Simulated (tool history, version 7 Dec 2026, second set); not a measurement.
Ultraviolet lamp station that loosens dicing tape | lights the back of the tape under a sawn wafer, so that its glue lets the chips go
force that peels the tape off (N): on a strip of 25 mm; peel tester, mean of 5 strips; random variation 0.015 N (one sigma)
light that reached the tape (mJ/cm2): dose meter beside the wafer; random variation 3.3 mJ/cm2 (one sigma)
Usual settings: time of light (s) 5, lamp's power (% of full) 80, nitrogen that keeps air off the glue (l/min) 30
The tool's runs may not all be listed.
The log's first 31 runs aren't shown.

run	hour	time of light (s)	lamp's power (% of full)	nitrogen that keeps air off the glue (l/min)	hours of work of the lamp	hours of work since the window was cleaned	force that peels the tape off (N)	light that reached the tape (mJ/cm2)
32	1158	3	75	31	1061	219	2.428	195
33	1186	3	75	56	1082	240	2.26	196
34	1233.6	3	74	26	1117	276	2.646	180
# hour 1240.4: window cleaned of glue's vapour
35	1287.2	3	74	26	1157	35	2.459	199
36	1336.1	3	95	26	1193	71	2.004	246
37	1374.4	3	95	26	1222	100	2.057	242
38	1410.5	9	80	30	1249	127	0.592	607
39	1449.8	5	63	12	1278	156	2.326	263

Forecast each of these 3 alternatives for the next run:
A	1476.9	7	76	10	1298	176	?	?
B	1476.9	5	80	12	1298	176	?	?
C	1476.9	6	62	32	1298	176	?	?

run	force that peels the tape off (N)	light that reached the tape (mJ/cm2)
A	1.49	433
B	1.911	326
C	1.548	295
Without the tool's hidden state the same runs would have given:
run	force that peels the tape off (N)	light that reached the tape (mJ/cm2)
A	0.732	713
B	1.035	534
C	0.775	488
